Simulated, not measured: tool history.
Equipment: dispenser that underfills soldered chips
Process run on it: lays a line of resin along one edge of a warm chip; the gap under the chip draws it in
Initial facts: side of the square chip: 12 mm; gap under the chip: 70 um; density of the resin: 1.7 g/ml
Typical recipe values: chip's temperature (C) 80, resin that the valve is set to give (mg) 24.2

run,day,chip's temperature (C),resin that the valve is set to give (mg),time until the resin shows at the far edge (s),resin that the valve gave (mg)
1,0.000,80,24.2,158.2,22.19
2,0.242,80,25.9,85.0,23.59
3,0.375,80,25.9,100.1,23.45
4,0.567,80,26.7,129.5,24.21
5,0.838,82,24.2,71.6,21.72
6,1.112,69,24.2,153.1,21.76
7,1.396,90,24.2,116.1,21.62
8,1.692,90,24.2,71.3,21.53
9,1.888,90,24.2,89.9,21.66
10,2.196,90,24.2,120.6,24.22
11,2.346,90,24.2,62.0,24.19
12,2.504,66,28.0,152.4,27.66
13,2.725,66,28.0,197.7,27.89
14,2.892,66,28.0,242.0,27.75
15,3.158,79,28.1,93.3,27.75
16,3.338,72,26.6,144.0,26.10
17,3.467,80,30.6,133.2,29.92
18,3.629,78,25.3,75.0,24.65
19,3.783,90,24.2,65.2,23.58
20,4.054,90,24.2,92.1,23.57

The log once held 7 entries between its listed runs, left out of this copy. Where does each go, and what is different about the tool's unlogged condition between the listed run before it and the listed run after it?
From run 1 to run 2: new syringe of resin (day 0.083)
  resin's viscosity, % of fresh resin's: 219.8 -> 120.4; dose that the valve gives, % of what is set: 91.46 -> 91.12; true chip temperature over the reading, C: 0.45 -> 0.47
  measured value less the no-hidden-state value, time until the resin shows at the far edge (s): +87.0 -> +14.6; resin that the valve gave (mg): -2.06 -> -2.30
From run 4 to run 5: new syringe of resin (day 0.779)
  resin's viscosity, % of fresh resin's: 180.1 -> 106.7; dose that the valve gives, % of what is set: 90.59 -> 90.18; true chip temperature over the reading, C: 0.48 -> 0.5
  measured value less the no-hidden-state value, time until the resin shows at the far edge (s): +57.8 -> +5.3; resin that the valve gave (mg): -2.51 -> -2.37
From run 7 to run 8: new syringe of resin (day 1.483)
  resin's viscosity, % of fresh resin's: 212.9 -> 129.6; dose that the valve gives, % of what is set: 89.26 -> 88.79; true chip temperature over the reading, C: 0.54 -> 0.55
  measured value less the no-hidden-state value, time until the resin shows at the far edge (s): +62.4 -> +17.2; resin that the valve gave (mg): -2.61 -> -2.72
From run 9 to run 10: dispensing valve cleaned and set on the balance (day 2.171)
  resin's viscosity, % of fresh resin's: 165.6 -> 229.7; dose that the valve gives, % of what is set: 88.46 -> 99.83; true chip temperature over the reading, C: 0.56 -> 0.58
  measured value less the no-hidden-state value, time until the resin shows at the far edge (s): +36.5 -> +67.3; resin that the valve gave (mg): -2.82 -> -0.04
From run 10 to run 11: new syringe of resin (day 2.225)
  resin's viscosity, % of fresh resin's: 229.7 -> 116.4; dose that the valve gives, % of what is set: 99.83 -> 99.61; true chip temperature over the reading, C: 0.58 -> 0.59
  measured value less the no-hidden-state value, time until the resin shows at the far edge (s): +67.3 -> +8.0; resin that the valve gave (mg): -0.04 -> -0.09
From run 14 to run 15: new syringe of resin (day 2.921)
  resin's viscosity, % of fresh resin's: 230.1 -> 132.1; dose that the valve gives, % of what is set: 98.72 -> 98.32; true chip temperature over the reading, C: 0.62 -> 0.64
  measured value less the no-hidden-state value, time until the resin shows at the far edge (s): +134.8 -> +21.6; resin that the valve gave (mg): -0.36 -> -0.47
From run 17 to run 18: new syringe of resin (day 3.621)
  resin's viscosity, % of fresh resin's: 193.9 -> 102.2; dose that the valve gives, % of what is set: 97.8 -> 97.55; true chip temperature over the reading, C: 0.66 -> 0.67
  measured value less the no-hidden-state value, time until the resin shows at the far edge (s): +63.2 -> +0.5; resin that the valve gave (mg): -0.67 -> -0.62
